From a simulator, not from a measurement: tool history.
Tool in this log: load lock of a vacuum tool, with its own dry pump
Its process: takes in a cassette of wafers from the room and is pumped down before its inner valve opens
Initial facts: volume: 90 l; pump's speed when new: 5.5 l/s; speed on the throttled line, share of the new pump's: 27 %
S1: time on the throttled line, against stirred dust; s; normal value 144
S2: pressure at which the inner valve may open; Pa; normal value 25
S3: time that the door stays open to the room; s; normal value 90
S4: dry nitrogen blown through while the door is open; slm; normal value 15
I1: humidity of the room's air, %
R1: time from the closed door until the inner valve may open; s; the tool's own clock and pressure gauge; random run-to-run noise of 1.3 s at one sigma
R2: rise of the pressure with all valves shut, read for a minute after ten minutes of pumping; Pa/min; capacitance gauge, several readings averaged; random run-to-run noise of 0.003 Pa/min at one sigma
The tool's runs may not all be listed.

run 1 day=0.000 | S1=144 S2=25 S3=90 S4=15 | I1=44.4 | R1=243.9 R2=0.053
run 2 day=9.521 | S1=144 S2=25 S3=90 S4=15 | I1=46.5 | R1=245.0 R2=0.065
run 3 day=16.650 | S1=144 S2=25 S3=90 S4=15 | I1=41.6 | R1=248.2 R2=0.058
run 4 day=25.550 | S1=144 S2=25 S3=90 S4=15 | I1=44.0 | R1=246.2 R2=0.064
run 5 day=32.721 | S1=144 S2=25 S3=90 S4=15 | I1=44.7 | R1=248.4 R2=0.064
run 6 day=41.667 | S1=144 S2=25 S3=90 S4=15 | I1=46.6 | R1=248.3 R2=0.076
run 7 day=47.829 | S1=144 S2=25 S3=90 S4=15 | I1=43.7 | R1=245.6 R2=0.069
run 8 day=51.804 | S1=144 S2=25 S3=90 S4=34 | I1=44.9 | R1=247.4 R2=0.062
run 9 day=55.983 | S1=144 S2=25 S3=90 S4=15 | I1=43.4 | R1=249.4 R2=0.073
run 10 day=64.417 | S1=144 S2=25 S3=90 S4=15 | I1=48.3 | R1=245.3 R2=0.083
run 11 day=71.412 | S1=144 S2=25 S3=90 S4=5 | I1=44.9 | R1=247.1 R2=0.099
run 12 day=78.158 | S1=144 S2=25 S3=90 S4=5 | I1=44.6 | R1=250.4 R2=0.105
run 13 day=86.108 | S1=144 S2=25 S3=90 S4=44 | I1=43.5 | R1=248.6 R2=0.076
run 14 day=91.888 | S1=144 S2=25 S3=90 S4=44 | I1=46.4 | R1=246.3 R2=0.082
run 15 day=99.042 | S1=89 S2=25 S3=32 S4=44 | I1=42.9 | R1=210.5 R2=0.073
run 16 day=107.592 | S1=244 S2=37 S3=65 S4=5 | I1=46.1 | R1=309.4 R2=0.106
run 17 day=111.717 | S1=144 S2=21 S3=63 S4=15 | I1=43.5 | R1=249.7 R2=0.094
run 18 day=119.346 | S1=192 S2=21 S3=63 S4=15 | I1=46.1 | R1=288.0 R2=0.095
run 19 day=126.321 | S1=192 S2=21 S3=63 S4=15 | I1=44.7 | R1=285.9 R2=0.101
run 20 day=131.904 | S1=205 S2=39 S3=105 S4=7 | I1=47.5 | R1=284.3 R2=0.131
run 21 day=139.121 | S1=144 S2=38 S3=25 S4=29 | I1=41.4 | R1=240.1 R2=0.093
run 22 day=147.542 | S1=144 S2=18 S3=84 S4=6 | I1=47.4 | R1=257.2 R2=0.127
run 23 day=151.925 | S1=242 S2=48 S3=111 S4=4 | I1=44.3 | R1=306.9 R2=0.144
run 24 day=161.279 | S1=242 S2=48 S3=111 S4=4 | I1=42.3 | R1=306.6 R2=0.148
run 25 day=169.654 | S1=144 S2=45 S3=90 S4=15 | I1=46.6 | R1=242.0 R2=0.127
run 26 day=175.112 | S1=144 S2=25 S3=44 S4=15 | I1=41.2 | R1=251.0 R2=0.119
run 27 day=184.871 | S1=144 S2=25 S3=155 S4=15 | I1=45.2 | R1=249.9 R2=0.145
run 28 day=190.817 | S1=144 S2=20 S3=90 S4=27 | I1=43.6 | R1=254.5 R2=0.128

What if the next run were any one of these 5? Each begins from the tool's condition after run 28:
run A day=196.996 | S1=123 S2=25 S3=170 S4=15 | I1=43.3 | R1=? R2=?
run B day=196.996 | S1=284 S2=25 S3=76 S4=12 | I1=41.5 | R1=? R2=?
run C day=196.996 | S1=144 S2=24 S3=146 S4=9 | I1=42.5 | R1=? R2=?
run D day=196.996 | S1=144 S2=25 S3=29 S4=15 | I1=45.3 | R1=? R2=?
run E day=196.996 | S1=144 S2=20 S3=90 S4=44 | I1=45.2 | R1=? R2=?

run=A R1=236.6 R2=0.154
run=B R1=347.3 R2=0.139
run=C R1=251.8 R2=0.154
run=D R1=250.8 R2=0.127
run=E R1=258.5 R2=0.126
What these runs would have given with no unlogged condition in the tool:
run=A R1=225.8 R2=0.041
run=B R1=341.1 R2=0.025
run=C R1=241.5 R2=0.043
run=D R1=240.6 R2=0.013
run=E R1=247.8 R2=0.014

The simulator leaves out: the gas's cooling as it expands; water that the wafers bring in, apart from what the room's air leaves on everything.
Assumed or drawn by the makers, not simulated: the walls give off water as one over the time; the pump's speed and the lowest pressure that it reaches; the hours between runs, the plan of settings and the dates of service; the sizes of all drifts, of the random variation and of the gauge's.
